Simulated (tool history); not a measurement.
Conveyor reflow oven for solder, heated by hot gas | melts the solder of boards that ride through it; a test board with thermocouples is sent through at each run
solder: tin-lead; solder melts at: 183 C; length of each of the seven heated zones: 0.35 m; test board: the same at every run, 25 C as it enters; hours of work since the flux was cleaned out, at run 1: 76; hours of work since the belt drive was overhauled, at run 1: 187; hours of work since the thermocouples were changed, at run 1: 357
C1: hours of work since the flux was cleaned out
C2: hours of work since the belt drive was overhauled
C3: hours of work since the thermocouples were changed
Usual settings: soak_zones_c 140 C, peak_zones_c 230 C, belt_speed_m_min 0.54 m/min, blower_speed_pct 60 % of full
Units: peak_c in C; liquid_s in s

Run 1, hour 0: usual settings; C1 76; C2 187; C3 357. Result: peak_c 215.2 C, liquid_s 58.4 s.
Run 2, hour 32.6: usual settings; C1 96; C2 207; C3 377. Result: peak_c 215.6 C, liquid_s 57.7 s.
Run 3, hour 48.1: usual settings but belt_speed_m_min 0.597 m/min; C1 106; C2 217; C3 387. Result: peak_c 212.2 C, liquid_s 49.4 s.
Run 4, hour 73.2: usual settings but belt_speed_m_min 0.597 m/min; C1 121; C2 233; C3 403. Result: peak_c 212 C, liquid_s 49.4 s.
Run 5, hour 99.9: usual settings but belt_speed_m_min 0.597 m/min; C1 138; C2 249; C3 419. Result: peak_c 211.6 C, liquid_s 49.2 s.
Run 6, hour 121.8: usual settings but soak_zones_c 127 C; C1 152; C2 263; C3 433. Result: peak_c 212.3 C, liquid_s 51.2 s.
Run 7, hour 135.4: usual settings but soak_zones_c 127 C; C1 160; C2 272; C3 441. Result: peak_c 211.8 C, liquid_s 51.2 s.
Run 8, hour 162.3: usual settings; C1 177; C2 288; C3 458. Result: peak_c 214.1 C, liquid_s 57.6 s.
Run 9, hour 189.7: usual settings; C1 194; C2 305; C3 475. Result: peak_c 214.1 C, liquid_s 57.4 s.
Run 10, hour 203.7: usual settings but soak_zones_c 155 C; C1 203; C2 314; C3 484. Result: peak_c 216.4 C, liquid_s 65.8 s.
Run 11, hour 232.8: usual settings but blower_speed_pct 89 % of full; C1 221; C2 332; C3 502. Result: peak_c 218.3 C, liquid_s 61.4 s.
At hour 239.3: flux residue cleaned out of gas plates and filters.
Run 12, hour 260.8: usual settings but blower_speed_pct 89 % of full; C1 13; C2 347; C3 517. Result: peak_c 217.4 C, liquid_s 61 s.
Run 13, hour 289.1: usual settings but peak_zones_c 233 C, belt_speed_m_min 0.485 m/min, blower_speed_pct 61 % of full; C1 31; C2 365; C3 534. Result: peak_c 219.4 C, liquid_s 68.3 s.
Run 14, hour 303.4: usual settings but soak_zones_c 152 C, peak_zones_c 225 C, belt_speed_m_min 0.485 m/min, blower_speed_pct 61 % of full; C1 40; C2 373; C3 543. Result: peak_c 213.7 C, liquid_s 69.7 s.
Run 15, hour 325.4: usual settings but soak_zones_c 152 C, peak_zones_c 225 C, belt_speed_m_min 0.485 m/min, blower_speed_pct 61 % of full; C1 54; C2 387; C3 557. Result: peak_c 213.5 C, liquid_s 69.6 s.
Run 16, hour 357.2: usual settings but soak_zones_c 152 C, peak_zones_c 225 C, belt_speed_m_min 0.485 m/min, blower_speed_pct 61 % of full; C1 74; C2 407; C3 577. Result: peak_c 213.3 C, liquid_s 69.7 s.
Run 17, hour 383.2: usual settings but soak_zones_c 151 C, peak_zones_c 237 C, belt_speed_m_min 0.486 m/min, blower_speed_pct 71 % of full; C1 90; C2 423; C3 593. Result: peak_c 225.1 C, liquid_s 78.3 s.
At hour 398.5: flux residue cleaned out of gas plates and filters, once more.
Run 18, hour 406.3: usual settings but soak_zones_c 136 C, peak_zones_c 222 C, belt_speed_m_min 0.504 m/min, blower_speed_pct 86 % of full; C1 5; C2 435; C3 605. Result: peak_c 213 C, liquid_s 61.8 s.
Run 19, hour 436.4: usual settings but soak_zones_c 136 C, peak_zones_c 237 C, belt_speed_m_min 0.473 m/min, blower_speed_pct 86 % of full; C1 24; C2 454; C3 624. Result: peak_c 228 C, liquid_s 76.6 s.
Run 20, hour 462: usual settings but soak_zones_c 136 C, peak_zones_c 237 C, belt_speed_m_min 0.559 m/min, blower_speed_pct 62 % of full; C1 40; C2 470; C3 640. Result: peak_c 220 C, liquid_s 58.4 s.
Run 21, hour 480.7: usual settings but soak_zones_c 136 C, peak_zones_c 237 C, belt_speed_m_min 0.559 m/min, blower_speed_pct 62 % of full; C1 51; C2 481; C3 651. Result: peak_c 220.2 C, liquid_s 58.7 s.
Run 22, hour 507.2: usual settings but peak_zones_c 220 C, belt_speed_m_min 0.594 m/min, blower_speed_pct 70 % of full; C1 68; C2 498; C3 668. Result: peak_c 205.1 C, liquid_s 44.4 s.
Run 23, hour 528.1: usual settings but peak_zones_c 223 C, belt_speed_m_min 0.594 m/min, blower_speed_pct 70 % of full; C1 81; C2 511; C3 681. Result: peak_c 207.8 C, liquid_s 46.6 s.
Run 24, hour 544.9: usual settings but soak_zones_c 151 C, peak_zones_c 222 C, blower_speed_pct 73 % of full; C1 92; C2 521; C3 691. Result: peak_c 210.6 C, liquid_s 60.7 s.

The same runs without the tool's hidden state, with the same run-to-run variation:
The hidden state here: heat that the gas passes to the board, % of a clean oven's; belt's true speed, % of the reading; true gas temperature in zones 6 and 7 over the reading, C; drift of the gauge itself on peak_c, C; drift of the gauge itself on liquid_s, %.
run  peak_c  liquid_s
  1   216.7      59.5
  2   217.2        59
  3     214      50.9
  4   213.9        51
  5   213.7        51
  6   214.6      53.3
  7   214.2      53.4
  8   216.4      59.5
  9   216.6      59.5
 10   218.8      67.3
 11   221.2      63.5
 12   220.7      63.4
 13   222.5      70.6
 14   216.5      72.1
 15   216.4      72.1
 16   216.4      72.3
 17   228.6      79.9
 18   214.5      62.6
 19   229.7        77
 20   221.8      59.2
 21     222      59.5
 22   207.1      46.1
 23     210      48.3
 24   212.8        62
